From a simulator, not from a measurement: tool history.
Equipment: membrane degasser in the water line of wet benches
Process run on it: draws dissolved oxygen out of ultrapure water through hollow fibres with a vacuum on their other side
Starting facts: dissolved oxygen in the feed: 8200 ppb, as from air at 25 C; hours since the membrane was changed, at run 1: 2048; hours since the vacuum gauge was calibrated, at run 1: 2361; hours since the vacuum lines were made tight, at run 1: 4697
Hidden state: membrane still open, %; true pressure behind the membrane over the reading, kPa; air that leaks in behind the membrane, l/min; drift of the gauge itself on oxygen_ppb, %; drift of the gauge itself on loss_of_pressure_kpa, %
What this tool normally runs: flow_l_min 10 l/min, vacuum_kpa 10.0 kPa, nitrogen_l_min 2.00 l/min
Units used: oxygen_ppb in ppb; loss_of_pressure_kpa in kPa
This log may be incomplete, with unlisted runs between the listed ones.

run    hour  flow_l_min  vacuum_kpa  nitrogen_l_min  hours since the membrane was changed  hours since the vacuum gauge was calibrated  hours since the vacuum lines were made tight  oxygen_ppb  loss_of_pressure_kpa
  1     0.0          10        10.0            2.00                                  2048                                         2361                                          4697        89.4                 60.01
  2    63.5          13        10.0            2.00                                  2111                                         2425                                          4760       123.4                 78.22
  3   129.4          13        10.0            2.00                                  2177                                         2491                                          4826       123.6                 78.11
  4   163.0          13        10.0            2.00                                  2211                                         2524                                          4860       124.1                 77.89
  5   221.1          10        10.0            5.55                                  2269                                         2582                                          4918        34.6                 59.78
  6   268.9          10        10.0            5.55                                  2317                                         2630                                          4966        34.8                 60.21
  7   316.3          10        10.0            2.00                                  2364                                         2678                                          5013        89.9                 60.11
  8   368.8          10        10.0            2.00                                  2417                                         2730                                          5066        88.0                 60.05
  9   429.8          10        10.0            2.00                                  2478                                         2791                                          5127        90.1                 59.87
 10   481.4          10        10.0            2.00                                  2529                                         2843                                          5178        90.2                 59.99
 11   525.2          10        10.0            2.00                                  2573                                         2887                                          5222        90.7                 60.31
 12   560.5          13        10.0            2.00                                  2608                                         2922                                          5257       124.3                 78.56
 13   616.5          10        10.0            2.00                                  2664                                         2978                                          5313        89.9                 60.12
 14   664.7          10        10.0            1.51                                  2713                                         3026                                          5362       118.0                 60.54
 15   728.4          10        10.0            1.51                                  2776                                         3090                                          5425       117.7                 60.11
 16   783.4          11        21.8            4.92                                  2831                                         3145                                          5480       112.0                 66.12
 17   837.0          11        21.8            4.92                                  2885                                         3198                                          5534       113.5                 66.29
 18   902.2          11        21.8            4.92                                  2950                                         3264                                          5599       113.1                 66.40
 19   956.7          10        20.3            1.15                                  3005                                         3318                                          5654       361.6                 60.08
 20  1002.3          16        12.2            3.78                                  3050                                         3364                                          5699       138.1                 96.26
 21  1060.8          16        10.3            4.77                                  3109                                         3422                                          5758       103.7                 95.55
 22  1128.6           6        14.1            1.68                                  3176                                         3490                                          5826       105.0                 36.15
 23  1180.6          15        12.9            5.86                                  3229                                         3542                                          5878        95.1                 90.44
 24  1209.0          10        17.5            1.74                                  3257                                         3570                                          5906       211.0                 60.30
 25  1255.8          13         8.9            2.40                                  3304                                         3617                                          5953        93.6                 78.19
 26  1318.9           9        15.6            0.87                                  3367                                         3680                                          6016       310.0                 54.49
 27  1370.8           9         7.3            1.27                                  3419                                         3732                                          6068        76.8                 54.18
 28  1402.6           9         7.3            1.27                                  3451                                         3764                                          6100        76.9                 54.10

Branching from run 28: 3 alternative next runs. What would each branch give?
  A  1454.1          11        10.5            1.27                                  3502                                         3815                                          6151           ?                     ?
  B  1454.1          14        15.7            2.15                                  3502                                         3815                                          6151           ?                     ?
  C  1454.1           8         7.3            0.85                                  3502                                         3815                                          6151           ?                     ?

run  oxygen_ppb  loss_of_pressure_kpa
  A       163.5                 66.15
  B       221.6                 84.70
  C        99.3                 48.16
Without the tool's hidden state the same runs would have given:
run  oxygen_ppb  loss_of_pressure_kpa
  A       154.3                 65.27
  B       211.3                 83.59
  C        91.5                 47.53
